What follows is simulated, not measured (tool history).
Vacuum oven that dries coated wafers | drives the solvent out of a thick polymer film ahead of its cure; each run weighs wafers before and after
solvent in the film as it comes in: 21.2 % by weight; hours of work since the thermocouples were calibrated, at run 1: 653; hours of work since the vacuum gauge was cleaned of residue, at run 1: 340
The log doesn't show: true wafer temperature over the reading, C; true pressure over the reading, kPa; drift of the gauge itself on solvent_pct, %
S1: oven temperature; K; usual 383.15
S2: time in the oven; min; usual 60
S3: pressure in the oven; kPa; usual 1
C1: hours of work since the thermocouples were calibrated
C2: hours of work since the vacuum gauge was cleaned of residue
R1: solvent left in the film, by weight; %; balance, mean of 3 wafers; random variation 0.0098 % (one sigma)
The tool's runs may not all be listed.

run    day      S1   S2    S3   C1   C2     R1
  1      0  383.15   60     1  653  340  2.326
  2  0.492  383.15   60  1.03  662  348  2.329
  3  0.842  383.15   60  1.03  668  355  2.336
  4  1.254  393.15   60  1.03  676  362  0.953
  5  1.679  393.15   68  1.03  683  370   0.71
  6  2.029  378.15   60     1  690  376  3.341
  7  2.612  383.15   60  1.04  700  387  2.324
  8  3.154  383.15   60  1.04  710  396  2.317
  9  3.521  383.15   60  3.92  717  403  3.242
 10  3.988  383.15   60  3.92  725  411  3.231
     4.208  -- oven's thermocouples calibrated
 11  4.529  383.15   60     1    6  420  2.409
 12  4.833  383.15   57  0.95   11  425  2.603
 13  5.212  387.15   57  1.75   18  432  2.127
 14  5.533  386.15   57  1.04   24  438  2.074
 15  5.971  383.15   36  2.51   32  446  5.512
 16  6.358  389.15   80  3.31   39  453  1.437
 17  6.667  368.15   61     1   44  458  6.003
 18  7.025  369.15   61  0.75   51  465  5.582
 19  7.412  383.15   48  3.95   58  472  4.339
 20  7.654  383.15   48  3.95   62  476   4.33
 21  8.138  390.15   48  1.23   71  485  2.129
 22  8.408  384.15  104  1.63   76  490  0.961

Forecast each of these 3 alternatives for the next run:
  A  8.771  379.15  60  0.73  82  496   ?
  B  8.771  388.15  61   2.2  82  496   ?
  C  8.771  383.15  60  1.18  82  496   ?

run     R1
  A   3.09
  B  1.866
  C  2.438
Without the tool's hidden state the same runs would have given:
run     R1
  A  3.157
  B  1.905
  C  2.493
